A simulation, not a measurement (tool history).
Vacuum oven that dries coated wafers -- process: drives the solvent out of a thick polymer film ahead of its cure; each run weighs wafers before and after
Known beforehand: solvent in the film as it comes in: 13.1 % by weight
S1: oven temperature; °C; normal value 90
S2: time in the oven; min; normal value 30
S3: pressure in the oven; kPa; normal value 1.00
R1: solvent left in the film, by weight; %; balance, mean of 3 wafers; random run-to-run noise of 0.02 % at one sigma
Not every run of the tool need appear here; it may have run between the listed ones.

run 1 hour=0.0 | S1=90 S2=30 S3=1.00 | R1=2.58
run 2 hour=22.5 | S1=90 S2=30 S3=1.00 | R1=2.56
run 3 hour=63.0 | S1=90 S2=28 S3=1.00 | R1=2.80
run 4 hour=87.6 | S1=90 S2=53 S3=1.00 | R1=1.26
run 5 hour=109.2 | S1=90 S2=53 S3=1.00 | R1=1.23
run 6 hour=145.0 | S1=90 S2=53 S3=1.32 | R1=1.39
run 7 hour=177.0 | S1=90 S2=32 S3=1.32 | R1=2.54
run 8 hour=203.2 | S1=90 S2=32 S3=1.32 | R1=2.52
run 9 hour=240.5 | S1=90 S2=36 S3=1.95 | R1=2.52
run 10 hour=259.2 | S1=90 S2=27 S3=0.81 | R1=2.84
run 11 hour=282.9 | S1=91 S2=16 S3=0.58 | R1=4.40
run 12 hour=323.0 | S1=88 S2=23 S3=1.97 | R1=4.28
run 13 hour=355.6 | S1=88 S2=23 S3=1.97 | R1=4.29

Below are 4 alternative next runs, each starting from the tool's condition after run 13. Predict each:
run A hour=374.1 | S1=103 S2=23 S3=1.97 | R1=?
run B hour=374.1 | S1=88 S2=38 S3=0.88 | R1=?
run C hour=374.1 | S1=81 S2=17 S3=1.00 | R1=?
run D hour=374.1 | S1=88 S2=19 S3=1.58 | R1=?

run=A R1=1.86
run=B R1=2.10
run=C R1=6.24
run=D R1=4.76
With the hidden condition removed and each run's random variation left untouched, the same runs would have given:
run=A R1=1.81
run=B R1=2.00
run=C R1=6.17
run=D R1=4.70
